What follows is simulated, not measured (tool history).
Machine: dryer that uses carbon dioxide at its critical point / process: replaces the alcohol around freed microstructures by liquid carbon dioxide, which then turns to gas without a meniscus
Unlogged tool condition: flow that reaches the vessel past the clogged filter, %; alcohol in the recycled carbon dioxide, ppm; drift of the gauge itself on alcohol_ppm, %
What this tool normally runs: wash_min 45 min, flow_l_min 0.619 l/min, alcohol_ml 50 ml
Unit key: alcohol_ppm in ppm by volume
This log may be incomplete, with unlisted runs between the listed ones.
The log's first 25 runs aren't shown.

| run | hour | wash_min | flow_l_min | alcohol_ml | hours of work since the filter was changed | hours of work since the purifier's bed was changed | alcohol_ppm |
|---|---|---|---|---|---|---|---|
| 26 | 262.0 | 30 | 0.876 | 43 | 272 | 497 | 136 |
| 27 | 268.2 | 69 | 0.506 | 91 | 277 | 502 | 97 |
| 28 | 281.7 | 69 | 0.506 | 91 | 286 | 511 | 97 |
| 29 | 295.3 | 45 | 0.823 | 39 | 296 | 521 | 97 |
| 30 | 308.8 | 45 | 0.823 | 39 | 305 | 530 | 92 |
| 31 | 317.8 | 44 | 0.445 | 77 | 312 | 536 | 444 |
| 32 | 329.2 | 44 | 0.643 | 29 | 320 | 544 | 100 |
| 33 | 337.7 | 28 | 0.714 | 40 | 326 | 551 | 262 |
| 34 | 351.7 | 37 | 0.952 | 38 | 336 | 560 | 93 |
| 35 | 365.7 | 34 | 0.991 | 20 | 345 | 570 | 88 |

What if the next run were any one of these 3? Each begins from the tool's condition after run 35:
| A | 371.8 | 34 | 0.443 | 86 | 350 | 574 | ? |
| B | 371.8 | 72 | 0.991 | 22 | 350 | 574 | ? |
| C | 371.8 | 34 | 0.991 | 115 | 350 | 574 | ? |

| run | alcohol_ppm |
|---|---|
| A | 1166 |
| B | 98 |
| C | 131 |
With the hidden condition removed and each run's random variation left untouched, the same runs would have given:
| run | alcohol_ppm |
|---|---|
| A | 719 |
| B | 11 |
| C | 22 |

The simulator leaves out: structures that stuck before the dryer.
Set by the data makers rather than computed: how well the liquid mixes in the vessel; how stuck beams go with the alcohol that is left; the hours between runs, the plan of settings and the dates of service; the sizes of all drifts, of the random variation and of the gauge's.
